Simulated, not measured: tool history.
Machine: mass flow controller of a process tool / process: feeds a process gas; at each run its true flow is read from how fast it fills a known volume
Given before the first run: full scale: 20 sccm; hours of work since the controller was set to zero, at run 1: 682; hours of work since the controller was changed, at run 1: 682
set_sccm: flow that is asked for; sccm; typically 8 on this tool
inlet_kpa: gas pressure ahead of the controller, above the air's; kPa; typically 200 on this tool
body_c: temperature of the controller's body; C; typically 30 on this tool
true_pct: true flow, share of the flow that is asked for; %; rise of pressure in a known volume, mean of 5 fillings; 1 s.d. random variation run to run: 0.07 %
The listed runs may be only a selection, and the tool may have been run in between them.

| run | hour | set_sccm | inlet_kpa | body_c | hours of work since the controller was set to zero | hours of work since the controller was changed | true_pct |
|---|---|---|---|---|---|---|---|
| 1 | 0.0 | 8 | 200 | 30 | 682 | 682 | 98.68 |
| 2 | 144.8 | 8 | 200 | 30 | 763 | 763 | 98.85 |
| 3 | 304.2 | 8 | 200 | 30 | 853 | 853 | 98.91 |
| 4 | 376.7 | 8 | 200 | 30 | 894 | 894 | 99.08 |
| 5 | 493.0 | 8 | 200 | 30 | 959 | 959 | 99.11 |
| 6 | 615.1 | 8 | 200 | 30 | 1028 | 1028 | 99.18 |
| 7 | 763.8 | 8 | 200 | 30 | 1112 | 1112 | 99.25 |
| 8 | 892.9 | 8 | 200 | 30 | 1185 | 1185 | 99.44 |
| 9 | 982.0 | 8 | 200 | 30 | 1235 | 1235 | 99.56 |
| 10 | 1105.9 | 8 | 265 | 30 | 1305 | 1305 | 99.89 |
| 11 | 1262.8 | 8 | 265 | 30 | 1393 | 1393 | 99.96 |
| 12 | 1406.3 | 8 | 146 | 30 | 1474 | 1474 | 99.35 |
| 13 | 1494.8 | 8 | 200 | 25 | 1524 | 1524 | 99.95 |
| 14 | 1632.3 | 8 | 200 | 25 | 1602 | 1602 | 100.14 |
| 15 | 1764.9 | 8 | 200 | 25 | 1676 | 1676 | 100.08 |
| 16 | 1904.0 | 8 | 200 | 25 | 1755 | 1755 | 100.20 |
| 17 | 1996.2 | 8 | 200 | 25 | 1807 | 1807 | 100.20 |
| 18 | 2072.1 | 8 | 200 | 30 | 1849 | 1849 | 100.09 |
| 19 | 2219.9 | 8 | 200 | 30 | 1933 | 1933 | 100.26 |
| 20 | 2306.3 | 8 | 200 | 30 | 1981 | 1981 | 100.51 |
| 21 | 2404.0 | 8 | 200 | 37 | 2037 | 2037 | 100.36 |
| 22 | 2561.9 | 8 | 200 | 37 | 2126 | 2126 | 100.28 |
| 23 | 2678.2 | 17 | 200 | 37 | 2191 | 2191 | 101.40 |
|  | 2799.6 | gauge calibrated |
| 24 | 2833.6 | 17 | 200 | 37 | 2279 | 2279 | 99.38 |
| 25 | 2914.5 | 17 | 200 | 37 | 2324 | 2324 | 99.64 |
| 26 | 3006.9 | 17 | 256 | 37 | 2376 | 2376 | 99.83 |
| 27 | 3113.0 | 8 | 157 | 21 | 2436 | 2436 | 99.08 |
| 28 | 3228.7 | 8 | 157 | 21 | 2501 | 2501 | 99.11 |
| 29 | 3307.1 | 13 | 193 | 39 | 2546 | 2546 | 99.33 |
| 30 | 3403.4 | 13 | 271 | 27 | 2600 | 2600 | 100.30 |
| 31 | 3496.4 | 8 | 169 | 25 | 2652 | 2652 | 99.12 |
| 32 | 3563.6 | 3 | 196 | 30 | 2690 | 2690 | 98.74 |
| 33 | 3648.1 | 8 | 175 | 22 | 2738 | 2738 | 99.49 |
| 34 | 3780.7 | 8 | 175 | 22 | 2813 | 2813 | 99.50 |
| 35 | 3934.4 | 8 | 223 | 27 | 2899 | 2899 | 99.65 |
| 36 | 4081.4 | 8 | 200 | 31 | 2982 | 2982 | 99.59 |
| 37 | 4221.6 | 8 | 200 | 31 | 3061 | 3061 | 99.88 |
| 38 | 4355.0 | 8 | 250 | 32 | 3136 | 3136 | 100.12 |
| 39 | 4490.3 | 4 | 171 | 37 | 3213 | 3213 | 99.26 |
| 40 | 4586.9 | 5 | 200 | 21 | 3267 | 3267 | 99.90 |
| 41 | 4661.6 | 8 | 279 | 31 | 3309 | 3309 | 100.41 |
| 42 | 4763.7 | 8 | 279 | 31 | 3367 | 3367 | 100.52 |
| 43 | 4866.4 | 8 | 275 | 30 | 3425 | 3425 | 100.68 |
| 44 | 4949.2 | 8 | 275 | 30 | 3471 | 3471 | 100.69 |
| 45 | 5080.3 | 7 | 275 | 30 | 3545 | 3545 | 100.71 |
| 46 | 5167.1 | 7 | 275 | 30 | 3594 | 3594 | 100.82 |
| 47 | 5286.3 | 7 | 239 | 30 | 3661 | 3661 | 100.67 |
|  | 5378.4 | gauge calibrated |
| 48 | 5378.4 | 3 | 171 | 28 | 3713 | 3713 | 98.20 |

Below are 4 alternative next runs, each starting from the tool's condition after run 48. Predict each:
| A | 5521.9 | 4 | 187 | 25 | 3794 | 3794 | ? |
| B | 5521.9 | 7 | 167 | 21 | 3794 | 3794 | ? |
| C | 5521.9 | 17 | 200 | 27 | 3794 | 3794 | ? |
| D | 5521.9 | 3 | 171 | 28 | 3794 | 3794 | ? |

| run | true_pct |
|---|---|
| A | 98.47 |
| B | 98.92 |
| C | 99.80 |
| D | 98.24 |
Without the tool's unlogged condition, the same runs would have read:
| run | true_pct |
|---|---|
| A | 98.38 |
| B | 98.82 |
| C | 99.69 |
| D | 98.16 |
